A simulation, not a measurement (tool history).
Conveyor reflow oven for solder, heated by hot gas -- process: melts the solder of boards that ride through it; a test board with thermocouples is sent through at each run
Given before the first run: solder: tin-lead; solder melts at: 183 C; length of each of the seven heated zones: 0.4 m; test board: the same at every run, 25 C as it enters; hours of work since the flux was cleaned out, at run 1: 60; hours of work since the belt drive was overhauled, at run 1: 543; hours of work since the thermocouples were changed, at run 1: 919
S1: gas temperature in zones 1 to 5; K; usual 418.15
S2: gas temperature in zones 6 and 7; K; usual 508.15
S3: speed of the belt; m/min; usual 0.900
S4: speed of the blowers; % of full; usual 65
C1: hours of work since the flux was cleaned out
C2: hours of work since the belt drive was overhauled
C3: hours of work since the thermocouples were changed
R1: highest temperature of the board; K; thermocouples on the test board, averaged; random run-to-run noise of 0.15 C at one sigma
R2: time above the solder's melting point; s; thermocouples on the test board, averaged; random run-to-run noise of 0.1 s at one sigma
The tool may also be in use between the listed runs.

run,hour,S1,S2,S3,S4,C1,C2,C3,R1,R2
1,0.0,418.15,508.15,0.900,65,60,543,919,488.55,40.2
2,9.3,418.15,508.15,0.900,65,67,551,926,488.85,40.2
3,26.2,418.15,508.15,0.900,65,81,564,940,488.45,40.3
4,39.9,418.15,508.15,0.900,65,92,575,951,488.55,40.1
# hour 44.3: thermocouples of zones 6 and 7 changed
5,49.8,418.15,508.15,1.016,65,98,581,4,484.45,32.4
6,64.7,418.15,508.15,1.016,65,110,593,16,483.95,32.7
7,74.1,418.15,508.15,1.016,65,118,601,24,484.35,32.6
8,93.0,418.15,508.15,0.907,65,133,616,39,488.25,39.6
9,110.2,418.15,508.15,0.907,65,146,630,53,488.45,39.8
10,128.1,433.15,508.15,0.900,65,161,644,67,491.75,46.9
11,139.4,425.15,508.15,0.900,65,170,653,76,490.05,43.2
12,153.0,418.15,508.15,0.900,65,181,664,87,488.35,40.2
# hour 170.4: flux residue cleaned out of gas plates and filters
13,173.9,418.15,508.15,0.900,65,3,677,100,488.65,40.3
14,184.2,406.15,508.15,0.900,65,11,685,108,485.95,35.6
15,202.5,428.15,508.15,0.900,65,26,699,122,490.65,44.7
16,215.8,424.15,521.15,0.902,65,36,710,133,500.75,48.1
17,232.1,418.15,508.15,0.900,79,49,723,146,491.85,42.5
18,245.1,418.15,511.15,0.803,67,60,733,156,495.25,49.5
19,255.1,431.15,498.15,0.900,65,68,741,164,483.45,41.2
20,270.3,431.15,498.15,0.900,65,80,754,177,483.55,41.2
21,282.1,418.15,508.15,0.729,65,89,763,186,495.15,54.9
22,300.0,418.15,518.15,0.900,63,104,777,200,496.25,44.2

Run 23, settings as shown, results not yet in. Your forecast:
23,311.1,418.15,521.15,0.900,65,112,786,209,?,?

{"run 23": {"R1": 499.65, "R2": 45.5}}
With no hidden state in the tool, this same run would have given R1 499.65 K, R2 45.5 s.

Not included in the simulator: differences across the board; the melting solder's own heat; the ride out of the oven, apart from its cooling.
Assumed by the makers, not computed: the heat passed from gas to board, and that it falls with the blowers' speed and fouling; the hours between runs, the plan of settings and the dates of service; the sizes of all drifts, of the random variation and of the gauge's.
